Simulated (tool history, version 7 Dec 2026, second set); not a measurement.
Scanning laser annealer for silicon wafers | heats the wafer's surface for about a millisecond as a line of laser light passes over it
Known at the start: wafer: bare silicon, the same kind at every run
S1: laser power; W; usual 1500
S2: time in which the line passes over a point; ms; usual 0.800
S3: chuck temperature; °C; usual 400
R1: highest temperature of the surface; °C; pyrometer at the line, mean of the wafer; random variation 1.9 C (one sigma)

Run 1, hour 0.0: usual settings. Result: R1 1132 °C.
Run 2, hour 42.3: usual settings. Result: R1 1135 °C.
Run 3, hour 119.7: usual settings but S2 0.607 ms. Result: R1 1064 °C.
Run 4, hour 170.4: usual settings but S2 0.607 ms. Result: R1 1062 °C.
Run 5, hour 206.6: usual settings but S2 0.607 ms. Result: R1 1059 °C.
Run 6, hour 288.3: usual settings but S2 0.607 ms. Result: R1 1059 °C.
Run 7, hour 346.4: usual settings but S2 0.650 ms. Result: R1 1079 °C.
Run 8, hour 394.1: usual settings but S2 0.650 ms. Result: R1 1075 °C.
Run 9, hour 433.2: usual settings but S2 0.650 ms. Result: R1 1077 °C.
Run 10, hour 500.3: usual settings but S1 1371 W, S2 0.650 ms. Result: R1 1018 °C.
Run 11, hour 576.1: usual settings but S3 380 °C. Result: R1 1121 °C.
Run 12, hour 619.6: usual settings but S3 380 °C. Result: R1 1117 °C.
Run 13, hour 656.8: usual settings but S1 1570 W, S3 380 °C. Result: R1 1150 °C.
Run 14, hour 725.3: usual settings but S1 1570 W, S3 380 °C. Result: R1 1143 °C.
Run 15, hour 809.6: usual settings but S2 0.819 ms. Result: R1 1134 °C.
Run 16, hour 861.6: usual settings but S2 0.819 ms. Result: R1 1133 °C.
Run 17, hour 912.1: usual settings but S1 1374 W. Result: R1 1096 °C.
Run 18, hour 957.7: usual settings but S1 1374 W. Result: R1 1092 °C.
Run 19, hour 998.5: usual settings but S1 1525 W, S3 382 °C. Result: R1 1140 °C.
Run 20, hour 1072.6: usual settings but S2 0.633 ms. Result: R1 1083 °C.
Run 21, hour 1108.6: usual settings but S2 0.572 ms, S3 398 °C. Result: R1 1046 °C.
Run 22, hour 1143.1: usual settings but S2 0.572 ms, S3 398 °C. Result: R1 1047 °C.
Run 23, hour 1213.7: usual settings but S2 0.572 ms, S3 398 °C. Result: R1 1044 °C.
Run 24, hour 1265.4: usual settings but S1 1634 W, S2 0.577 ms. Result: R1 1103 °C.
Run 25, hour 1345.4: usual settings but S1 1541 W, S2 0.938 ms, S3 410 °C. Result: R1 1243 °C.
Run 26, hour 1413.9: usual settings but S3 362 °C. Result: R1 1110 °C.
Run 27, hour 1452.9: usual settings but S3 362 °C. Result: R1 1107 °C.
Run 28, hour 1520.0: usual settings but S3 362 °C. Result: R1 1105 °C.
Run 29, hour 1596.5: usual settings but S1 1420 W. Result: R1 1109 °C.
Run 30, hour 1661.8: usual settings but S1 1420 W. Result: R1 1102 °C.
Run 31, hour 1741.2: usual settings but S1 1343 W. Result: R1 1089 °C.
Run 32, hour 1803.1: usual settings but S1 1537 W, S2 0.594 ms. Result: R1 1078 °C.
Run 33, hour 1869.0: usual settings but S1 1537 W, S2 0.594 ms. Result: R1 1076 °C.

Taken out of this log: 5 entries between the listed runs. Where each belongs, and how the hidden state differs across it:
Between runs 2 and 3: window over the wafer cleaned (hour 66.8)
  light that passes the window, % of a clean one's: 96.01 -> 99.52; laser's true power over the reading, %: 0.44 -> 0.46; width of the line over the set one, %: 2.73 -> 2.84
  measured less the result without the state, R1: -35 -> -9 °C
Between runs 14 and 15: optics aligned, line set to its width (hour 733.9)
  light that passes the window, % of a clean one's: 96.27 -> 95.86; laser's true power over the reading, %: 0.63 -> 0.66; width of the line over the set one, %: 3.73 -> 5.1
  measured less the result without the state, R1: -37 -> -43 °C
Between runs 16 and 17: window over the wafer cleaned (hour 882.0)
  light that passes the window, % of a clean one's: 95.59 -> 99.71; laser's true power over the reading, %: 0.67 -> 0.69; width of the line over the set one, %: 5.18 -> 5.25
  measured less the result without the state, R1: -45 -> -14 °C
Between runs 19 and 20: optics aligned, line set to its width, once more (hour 1072.6)
  light that passes the window, % of a clean one's: 99.24 -> 98.89; laser's true power over the reading, %: 0.71 -> 0.73; width of the line over the set one, %: 5.39 -> 0.08
  measured less the result without the state, R1: -20 -> -2 °C
Between runs 30 and 31: window over the wafer cleaned (hour 1695.9)
  light that passes the window, % of a clean one's: 95.71 -> 99.6; laser's true power over the reading, %: 0.9 -> 0.92; width of the line over the set one, %: 0.94 -> 1.06
  measured less the result without the state, R1: -27 -> +0 °C
